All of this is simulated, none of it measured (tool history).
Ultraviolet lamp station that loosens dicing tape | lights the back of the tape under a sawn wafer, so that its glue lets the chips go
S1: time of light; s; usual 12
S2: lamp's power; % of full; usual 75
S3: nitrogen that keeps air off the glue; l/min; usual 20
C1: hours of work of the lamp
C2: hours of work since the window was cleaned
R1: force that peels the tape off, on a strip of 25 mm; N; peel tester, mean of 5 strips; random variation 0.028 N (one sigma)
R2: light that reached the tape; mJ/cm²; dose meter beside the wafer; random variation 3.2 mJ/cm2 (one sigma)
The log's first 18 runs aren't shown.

Run 19, hour 645.9: usual settings but S1 9 s; C1 347; C2 52. Result: R1 3.037 N, R2 303 mJ/cm².
Run 20, hour 674.6: usual settings but S1 9 s, S2 77 % of full; C1 365; C2 70. Result: R1 2.855 N, R2 310 mJ/cm².
Run 21, hour 713.4: usual settings but S1 9 s, S2 77 % of full; C1 389; C2 94. Result: R1 2.954 N, R2 308 mJ/cm².
Run 22, hour 745.4: usual settings but S3 29 l/min; C1 410; C2 115. Result: R1 1.805 N, R2 398 mJ/cm².
Run 23, hour 787.2: usual settings but S1 18 s, S2 99 % of full, S3 24 l/min; C1 436; C2 141. Result: R1 0.491 N, R2 772 mJ/cm².
Run 24, hour 809.3: usual settings but S1 18 s, S2 99 % of full, S3 24 l/min; C1 450; C2 155. Result: R1 0.511 N, R2 772 mJ/cm².
Run 25, hour 852.3: usual settings but S1 18 s, S2 99 % of full, S3 24 l/min; C1 477; C2 182. Result: R1 0.532 N, R2 764 mJ/cm².
At hour 862.7: window cleaned of glue's vapour, once more.
Run 26, hour 891.7: usual settings but S1 18 s, S2 89 % of full, S3 24 l/min; C1 501; C2 18. Result: R1 0.528 N, R2 751 mJ/cm².
Run 27, hour 935.2: usual settings but S1 11 s, S3 7 l/min; C1 529; C2 46. Result: R1 3.544 N, R2 381 mJ/cm².
Run 28, hour 973.2: usual settings but S1 11 s, S3 7 l/min; C1 552; C2 69. Result: R1 3.475 N, R2 375 mJ/cm².
Run 29, hour 1007.1: usual settings but S2 74 % of full, S3 11 l/min; C1 574; C2 91. Result: R1 2.822 N, R2 400 mJ/cm².
Run 30, hour 1040.6: usual settings but S2 74 % of full, S3 11 l/min; C1 595; C2 112. Result: R1 2.821 N, R2 395 mJ/cm².
Run 31, hour 1068.1: usual settings but S1 18 s, S2 81 % of full, S3 25 l/min; C1 612; C2 129. Result: R1 0.765 N, R2 646 mJ/cm².
Run 32, hour 1094.7: usual settings but S1 22 s, S2 73 % of full, S3 15 l/min; C1 629; C2 146. Result: R1 0.893 N, R2 696 mJ/cm².
Run 33, hour 1139.9: usual settings but S1 22 s, S2 97 % of full, S3 39 l/min; C1 657; C2 174. Result: R1 0.264 N, R2 921 mJ/cm².
Run 34, hour 1174.5: usual settings but S1 8 s, S2 86 % of full, S3 10 l/min; C1 679; C2 196. Result: R1 3.955 N, R2 288 mJ/cm².
Run 35, hour 1199.5: usual settings but S1 8 s, S2 99 % of full, S3 9 l/min; C1 695; C2 212. Result: R1 3.81 N, R2 334 mJ/cm².
Run 36, hour 1247.4: usual settings but S3 22 l/min; C1 725; C2 242. Result: R1 2.226 N, R2 371 mJ/cm².
Run 37, hour 1293.7: usual settings but S3 22 l/min; C1 754; C2 271. Result: R1 2.208 N, R2 364 mJ/cm².
Run 38, hour 1329.6: usual settings but S1 13 s, S2 81 % of full, S3 16 l/min; C1 776; C2 293. Result: R1 2.108 N, R2 414 mJ/cm².
Run 39, hour 1367.3: usual settings but S1 6 s, S2 79 % of full; C1 800; C2 317. Result: R1 4.721 N, R2 185 mJ/cm².
Run 40, hour 1411.4: usual settings but S1 6 s, S2 79 % of full; C1 828; C2 345. Result: R1 4.763 N, R2 183 mJ/cm².
Run 41, hour 1441.5: usual settings but S1 6 s, S2 87 % of full; C1 847; C2 364. Result: R1 4.652 N, R2 196 mJ/cm².
At hour 1465.7: window cleaned of glue's vapour.
Run 42, hour 1490.9: usual settings but S1 7 s, S2 87 % of full; C1 877; C2 16. Result: R1 3.855 N, R2 236 mJ/cm².
Run 43, hour 1525.7: usual settings but S2 88 % of full, S3 32 l/min; C1 899; C2 38. Result: R1 1.557 N, R2 415 mJ/cm².

Forecast each of these 3 alternatives for the next run:
Run A, hour 1559.9: usual settings but S2 90 % of full, S3 25 l/min; C1 921; C2 59. Result: R1 ?, R2 ?.
Run B, hour 1559.9: usual settings but S1 23 s, S2 84 % of full; C1 921; C2 59. Result: R1 ?, R2 ?.
Run C, hour 1559.9: usual settings but S1 8 s, S2 76 % of full; C1 921; C2 59. Result: R1 ?, R2 ?.

run     R1   R2
  A  1.638  421
  B  0.627  749
  C  3.936  236
Without the tool's hidden state the same runs would have given:
run     R1    R2
  A  0.778   615
  B  0.271  1093
  C  2.569   344
